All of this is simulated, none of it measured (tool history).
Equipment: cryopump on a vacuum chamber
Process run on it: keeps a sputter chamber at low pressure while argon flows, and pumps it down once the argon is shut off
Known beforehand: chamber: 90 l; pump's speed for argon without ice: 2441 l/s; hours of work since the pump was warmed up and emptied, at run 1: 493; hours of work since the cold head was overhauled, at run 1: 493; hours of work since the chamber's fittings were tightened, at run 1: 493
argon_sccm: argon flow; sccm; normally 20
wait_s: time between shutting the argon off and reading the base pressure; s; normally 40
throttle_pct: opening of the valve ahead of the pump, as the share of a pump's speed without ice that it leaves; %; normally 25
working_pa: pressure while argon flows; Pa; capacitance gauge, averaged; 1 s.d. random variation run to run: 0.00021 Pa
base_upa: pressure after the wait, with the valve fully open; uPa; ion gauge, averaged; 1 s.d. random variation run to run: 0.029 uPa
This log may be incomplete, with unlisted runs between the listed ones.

run,hour,argon_sccm,wait_s,throttle_pct,hours of work since the pump was warmed up and emptied,hours of work since the cold head was overhauled,hours of work since the chamber's fittings were tightened,working_pa,base_upa
1,0,20,40,25,493,493,493,0.0574,1.76
2,16.1,20,55,25,503,503,503,0.058,1.36
3,34.4,20,55,25,515,515,515,0.0578,1.42
4,51.8,20,55,25,526,526,526,0.0577,1.32
5,65.6,20,55,25,535,535,535,0.0582,1.35
6,84.4,20,55,16,547,547,547,0.0892,1.42
7,101.5,20,55,16,557,557,557,0.0895,1.4
8,118.4,20,55,16,568,568,568,0.089,1.38
9,128.3,30,55,41,574,574,574,0.0546,1.34
10,141.5,21,40,25,583,583,583,0.0611,1.72
11,153.6,20,20,34,590,590,590,0.0436,3.33
12,165.3,20,20,34,598,598,598,0.0436,3.19
13,188,14,127,34,612,612,612,0.0307,0.73
14,201.6,17,60,51,621,621,621,0.0256,1.31
15,222.4,13,28,44,634,634,634,0.0225,2.38

Branching from run 15: 4 alternative next runs. What would each branch give?
A,235,20,40,34,642,642,642,?,?
B,235,20,277,25,642,642,642,?,?
C,235,20,40,20,642,642,642,?,?
D,235,11,63,17,642,642,642,?,?

run,working_pa,base_upa
A,0.0437,1.8
B,0.0586,0.49
C,0.0725,1.78
D,0.0463,1.29
Stripped of hidden state, with their random variation kept, the same runs would have yielded:
run,working_pa,base_upa
A,0.0406,1.61
B,0.0555,0.31
C,0.0695,1.6
D,0.0447,1.11
